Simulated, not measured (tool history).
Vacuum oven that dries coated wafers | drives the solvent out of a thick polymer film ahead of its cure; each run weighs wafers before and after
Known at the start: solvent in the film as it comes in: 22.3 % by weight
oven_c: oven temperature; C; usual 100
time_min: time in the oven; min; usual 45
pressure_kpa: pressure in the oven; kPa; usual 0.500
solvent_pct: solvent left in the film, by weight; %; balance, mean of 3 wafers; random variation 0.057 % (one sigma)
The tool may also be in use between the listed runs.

run 1 hour=0.0 | oven_c=100 time_min=45 pressure_kpa=0.500 | solvent_pct=3.09
run 2 hour=33.2 | oven_c=100 time_min=45 pressure_kpa=0.500 | solvent_pct=3.11
run 3 hour=68.3 | oven_c=100 time_min=45 pressure_kpa=0.500 | solvent_pct=3.07
run 4 hour=110.0 | oven_c=100 time_min=45 pressure_kpa=0.500 | solvent_pct=3.14
run 5 hour=145.7 | oven_c=100 time_min=45 pressure_kpa=0.500 | solvent_pct=3.21
run 6 hour=189.9 | oven_c=100 time_min=45 pressure_kpa=0.500 | solvent_pct=3.28
run 7 hour=230.7 | oven_c=100 time_min=45 pressure_kpa=0.500 | solvent_pct=3.17
run 8 hour=269.4 | oven_c=100 time_min=45 pressure_kpa=0.907 | solvent_pct=3.49
run 9 hour=304.1 | oven_c=100 time_min=32 pressure_kpa=0.500 | solvent_pct=5.16
run 10 hour=357.5 | oven_c=91 time_min=45 pressure_kpa=0.500 | solvent_pct=7.62
run 11 hour=392.3 | oven_c=91 time_min=45 pressure_kpa=0.500 | solvent_pct=7.58
run 12 hour=429.4 | oven_c=100 time_min=45 pressure_kpa=0.500 | solvent_pct=3.34
run 13 hour=470.1 | oven_c=100 time_min=45 pressure_kpa=0.500 | solvent_pct=3.39
run 14 hour=513.6 | oven_c=100 time_min=45 pressure_kpa=0.500 | solvent_pct=3.39
run 15 hour=541.6 | oven_c=100 time_min=45 pressure_kpa=0.500 | solvent_pct=3.50
run 16 hour=572.9 | oven_c=100 time_min=65 pressure_kpa=0.500 | solvent_pct=1.99
-- hour=578.4 vacuum gauge cleaned of residue and calibrated
run 17 hour=627.5 | oven_c=100 time_min=65 pressure_kpa=0.500 | solvent_pct=2.05
run 18 hour=667.4 | oven_c=100 time_min=65 pressure_kpa=0.500 | solvent_pct=2.08
run 19 hour=698.9 | oven_c=100 time_min=65 pressure_kpa=0.500 | solvent_pct=2.17
run 20 hour=727.0 | oven_c=100 time_min=65 pressure_kpa=0.500 | solvent_pct=2.07
run 21 hour=755.6 | oven_c=87 time_min=55 pressure_kpa=0.915 | solvent_pct=9.17
run 22 hour=790.4 | oven_c=104 time_min=81 pressure_kpa=1.622 | solvent_pct=1.54
-- hour=822.8 vacuum gauge cleaned of residue and calibrated, once more
run 23 hour=834.7 | oven_c=104 time_min=81 pressure_kpa=1.622 | solvent_pct=1.26
run 24 hour=858.9 | oven_c=91 time_min=81 pressure_kpa=1.789 | solvent_pct=5.07
-- hour=863.2 oven's thermocouples calibrated
run 25 hour=908.0 | oven_c=98 time_min=81 pressure_kpa=1.789 | solvent_pct=2.19
run 26 hour=956.6 | oven_c=92 time_min=27 pressure_kpa=1.001 | solvent_pct=9.75
run 27 hour=1005.2 | oven_c=92 time_min=27 pressure_kpa=1.001 | solvent_pct=10.08
run 28 hour=1029.1 | oven_c=100 time_min=45 pressure_kpa=1.592 | solvent_pct=3.66
run 29 hour=1063.9 | oven_c=100 time_min=35 pressure_kpa=0.449 | solvent_pct=4.34
run 30 hour=1091.0 | oven_c=100 time_min=47 pressure_kpa=0.500 | solvent_pct=2.84
run 31 hour=1145.9 | oven_c=91 time_min=45 pressure_kpa=0.556 | solvent_pct=6.94
run 32 hour=1176.4 | oven_c=109 time_min=30 pressure_kpa=1.615 | solvent_pct=2.47
run 33 hour=1213.1 | oven_c=96 time_min=45 pressure_kpa=1.432 | solvent_pct=5.46
run 34 hour=1257.1 | oven_c=96 time_min=45 pressure_kpa=1.432 | solvent_pct=5.55
run 35 hour=1311.4 | oven_c=96 time_min=45 pressure_kpa=1.432 | solvent_pct=5.28
run 36 hour=1339.8 | oven_c=97 time_min=45 pressure_kpa=1.087 | solvent_pct=4.90
run 37 hour=1363.4 | oven_c=94 time_min=67 pressure_kpa=0.524 | solvent_pct=3.41
run 38 hour=1406.6 | oven_c=100 time_min=45 pressure_kpa=1.875 | solvent_pct=4.18
run 39 hour=1449.6 | oven_c=100 time_min=45 pressure_kpa=1.875 | solvent_pct=4.07

Forecast each of these 4 alternatives for the next run:
run A hour=1500.5 | oven_c=114 time_min=33 pressure_kpa=0.500 | solvent_pct=?
run B hour=1500.5 | oven_c=100 time_min=74 pressure_kpa=1.875 | solvent_pct=?
run C hour=1500.5 | oven_c=100 time_min=29 pressure_kpa=0.500 | solvent_pct=?
run D hour=1500.5 | oven_c=96 time_min=63 pressure_kpa=1.162 | solvent_pct=?

run=A solvent_pct=0.81
run=B solvent_pct=2.33
run=C solvent_pct=5.89
run=D solvent_pct=3.61
Without the tool's hidden state the same runs would have given:
run=A solvent_pct=0.60
run=B solvent_pct=1.97
run=C solvent_pct=5.28
run=D solvent_pct=3.07
